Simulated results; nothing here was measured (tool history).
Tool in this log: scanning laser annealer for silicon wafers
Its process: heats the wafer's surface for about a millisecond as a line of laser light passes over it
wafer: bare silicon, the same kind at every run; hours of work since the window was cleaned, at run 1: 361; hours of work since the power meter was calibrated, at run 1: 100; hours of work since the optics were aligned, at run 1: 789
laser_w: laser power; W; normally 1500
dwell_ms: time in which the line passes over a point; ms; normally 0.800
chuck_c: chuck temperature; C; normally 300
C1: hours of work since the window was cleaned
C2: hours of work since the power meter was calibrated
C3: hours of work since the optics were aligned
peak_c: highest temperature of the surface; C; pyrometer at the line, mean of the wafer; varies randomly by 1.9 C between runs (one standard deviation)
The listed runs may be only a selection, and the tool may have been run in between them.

Run 1, day 0.000: usual settings; C1 361; C2 100; C3 789. Result: peak_c 1092 C.
Run 2, day 1.171: usual settings but chuck_c 316 C; C1 376; C2 115; C3 804. Result: peak_c 1104 C.
Run 3, day 1.950: usual settings but dwell_ms 0.620 ms; C1 386; C2 125; C3 814. Result: peak_c 982 C.
Run 4, day 2.808: usual settings but dwell_ms 0.620 ms; C1 397; C2 136; C3 825. Result: peak_c 985 C.
Run 5, day 3.567: usual settings but dwell_ms 0.620 ms, chuck_c 325 C; C1 407; C2 146; C3 835. Result: peak_c 1005 C.
Run 6, day 4.733: usual settings but dwell_ms 0.620 ms, chuck_c 325 C; C1 422; C2 161; C3 850. Result: peak_c 1006 C.
Run 7, day 6.025: usual settings but chuck_c 290 C; C1 439; C2 177; C3 866. Result: peak_c 1084 C.
Run 8, day 6.921: usual settings but laser_w 1578 W; C1 450; C2 189; C3 878. Result: peak_c 1141 C.
Run 9, day 7.875: usual settings but laser_w 1578 W; C1 462; C2 201; C3 890. Result: peak_c 1140 C.
Run 10, day 9.062: usual settings but laser_w 1578 W; C1 478; C2 216; C3 905. Result: peak_c 1139 C.
Run 11, day 10.121: usual settings but laser_w 1523 W, dwell_ms 0.963 ms, chuck_c 290 C; C1 491; C2 230; C3 919. Result: peak_c 1190 C.
Run 12, day 11.171: usual settings but dwell_ms 0.818 ms; C1 505; C2 243; C3 932. Result: peak_c 1105 C.
Run 13, day 12.429: usual settings but laser_w 1531 W, dwell_ms 0.869 ms; C1 521; C2 259; C3 949. Result: peak_c 1152 C.
Run 14, day 13.225: usual settings but laser_w 1531 W, dwell_ms 0.869 ms; C1 531; C2 269; C3 959. Result: peak_c 1152 C.
Run 15, day 14.583: usual settings but laser_w 1531 W, dwell_ms 0.869 ms; C1 548; C2 287; C3 976. Result: peak_c 1153 C.

Consider 3 possible next runs. They are alternatives, not a sequence: every one starts from the tool as it was left by run 15. What does each give?
Run A, day 15.371: usual settings but chuck_c 314 C; C1 558; C2 297; C3 986. Result: peak_c ?.
Run B, day 15.371: usual settings but dwell_ms 0.998 ms, chuck_c 267 C; C1 558; C2 297; C3 986. Result: peak_c ?.
Run C, day 15.371: usual settings but laser_w 1354 W, chuck_c 264 C; C1 558; C2 297; C3 986. Result: peak_c ?.

run  peak_c
  A    1109
  B    1168
  C     967
What these runs would have given with no unlogged condition in the tool:
run  peak_c
  A    1111
  B    1171
  C     969

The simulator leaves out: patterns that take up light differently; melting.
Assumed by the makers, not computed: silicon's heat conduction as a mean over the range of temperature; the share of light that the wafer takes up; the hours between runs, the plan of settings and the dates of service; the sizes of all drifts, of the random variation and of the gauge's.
